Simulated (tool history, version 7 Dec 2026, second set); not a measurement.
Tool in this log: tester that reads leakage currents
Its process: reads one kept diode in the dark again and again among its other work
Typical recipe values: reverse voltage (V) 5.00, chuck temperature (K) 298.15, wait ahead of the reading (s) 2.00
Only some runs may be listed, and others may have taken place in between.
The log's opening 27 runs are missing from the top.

run	day	reverse voltage (V)	chuck temperature (K)	wait ahead of the reading (s)	hours of work since the probe card was cleaned	hours of work since the tester was calibrated	hours of work since the chuck was calibrated	current that the tester gives (pA)
28	37.242	3.26	319.15	2.00	808	748	556	560.03
29	38.450	3.26	319.15	2.00	820	760	568	553.81
30	40.446	3.26	319.15	2.00	840	779	588	555.85
31	42.200	3.26	319.15	2.00	858	797	605	558.71
32	43.146	3.26	319.15	2.00	867	806	615	554.72
33	44.362	10.03	302.15	1.41	879	818	627	245.15
34	46.208	10.03	302.15	1.41	897	837	645	246.13
35	48.042	10.03	315.15	4.85	915	855	663	683.58
36	49.304	10.03	315.15	4.85	928	867	676	680.12
37	51.204	10.03	315.15	4.85	947	886	695	679.24
38	52.158	2.52	298.15	2.44	956	896	704	94.77
39	53.796	2.52	298.15	2.44	973	912	720	94.47

4 options for the next run, each taken on its own from the tool as it stands now. Forecast them:
A	54.962	2.23	306.15	0.65	984	923	732	?
B	54.962	12.14	305.15	0.30	984	923	732	?
C	54.962	16.47	298.15	8.56	984	923	732	?
D	54.962	2.09	298.15	0.72	984	923	732	?

run	current that the tester gives (pA)
A	172.88
B	348.61
C	218.22
D	87.15
What these runs would have given with no unlogged condition in the tool:
run	current that the tester gives (pA)
A	172.63
B	348.08
C	217.81
D	87.02
